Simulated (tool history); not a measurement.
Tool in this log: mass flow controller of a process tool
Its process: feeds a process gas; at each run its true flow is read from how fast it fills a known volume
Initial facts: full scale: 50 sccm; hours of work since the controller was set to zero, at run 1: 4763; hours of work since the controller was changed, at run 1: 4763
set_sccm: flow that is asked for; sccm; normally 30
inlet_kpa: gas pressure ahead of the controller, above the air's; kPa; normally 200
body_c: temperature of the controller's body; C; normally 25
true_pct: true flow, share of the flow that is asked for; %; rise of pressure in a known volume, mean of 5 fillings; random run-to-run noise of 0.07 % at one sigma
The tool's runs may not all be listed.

run      day  set_sccm  inlet_kpa  body_c  hours of work since the controller was set to zero  hours of work since the controller was changed  true_pct
  1    0.000        30        200      25                                                4763                                            4763     98.86
  2    9.479        30        200      25                                                4917                                            4917     98.74
  3   21.567        30        200      25                                                5113                                            5113     98.80
  4   32.679        30        200      25                                                5293                                            5293     98.74
  5   43.579        30        200      25                                                5469                                            5469     98.76
  6   59.679        30        200      25                                                5730                                            5730     98.74
  7   71.250        30        180      25                                                5917                                            5917     98.51
  8   86.821        30        180      25                                                6169                                            6169     98.56
  9  102.533        21        230      29                                                6424                                            6424     98.14
 10  112.312        21        203      29                                                6582                                            6582     97.95
 11  131.317        30        190      24                                                6890                                            6890     98.76

Run 12 has not been measured yet. What should we expect?
     140.825  -- controller's zero set anew
 12  148.808        30        190      24                                                 129                                            7173         ?

true_pct: 98.89 %
Take away the tool's hidden state, keep the run-to-run variation as it was, and the same run would have given true_pct 98.89 %.
